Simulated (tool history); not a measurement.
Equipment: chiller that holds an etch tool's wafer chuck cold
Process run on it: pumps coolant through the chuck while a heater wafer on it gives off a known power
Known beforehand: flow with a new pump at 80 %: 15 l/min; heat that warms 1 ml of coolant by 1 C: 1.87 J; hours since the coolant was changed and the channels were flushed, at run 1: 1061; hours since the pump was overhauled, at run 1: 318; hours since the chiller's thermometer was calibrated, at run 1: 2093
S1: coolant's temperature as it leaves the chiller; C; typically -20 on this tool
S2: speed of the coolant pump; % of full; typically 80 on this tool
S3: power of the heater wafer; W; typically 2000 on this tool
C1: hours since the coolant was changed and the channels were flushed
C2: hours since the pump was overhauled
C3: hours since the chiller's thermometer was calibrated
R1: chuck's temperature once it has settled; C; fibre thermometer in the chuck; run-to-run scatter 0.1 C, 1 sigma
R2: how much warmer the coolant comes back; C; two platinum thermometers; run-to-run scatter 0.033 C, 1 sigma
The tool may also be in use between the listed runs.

run	hour	S1	S2	S3	C1	C2	C3	R1	R2
1	0	-20	80	2000	1061	318	2093	-0.2	4.33
2	32	-11	80	2000	1093	350	2125	8.9	4.23
3	70	-20	80	2000	1131	388	2163	0.1	4.29
4	116.9	-20	80	2000	1178	435	2210	-0.1	4.28
5	168.1	-20	80	2000	1229	486	2261	-0.1	4.3
6	216.6	-17	80	2000	1278	534	2309	2.8	4.27
7	255.6	-17	80	2000	1317	573	2348	3.2	4.3
8	276.9	-17	80	2000	1338	595	2370	2.9	4.23
9	316.9	-20	80	2000	1378	635	2410	0.1	4.27
10	364.9	-20	80	2000	1426	683	2458	-0.1	4.31
11	400.1	-20	80	2000	1461	718	2493	-0.1	4.31
12	437.3	-20	80	2000	1499	755	2530	-0.2	4.25
13	487.5	-20	60	1875	1549	805	2580	2.2	5.49
14	538.3	-20	60	1875	1600	856	2631	2	5.52

Run 15 comes next. What will it give?
15	587.4	-12	80	2000	1649	905	2680	?	?

R1: 7.9 C
R2: 4.27 C
Were there no unlogged condition in the tool, this run, its random variation unchanged, would have produced R1 7.9 C, R2 4.27 C.
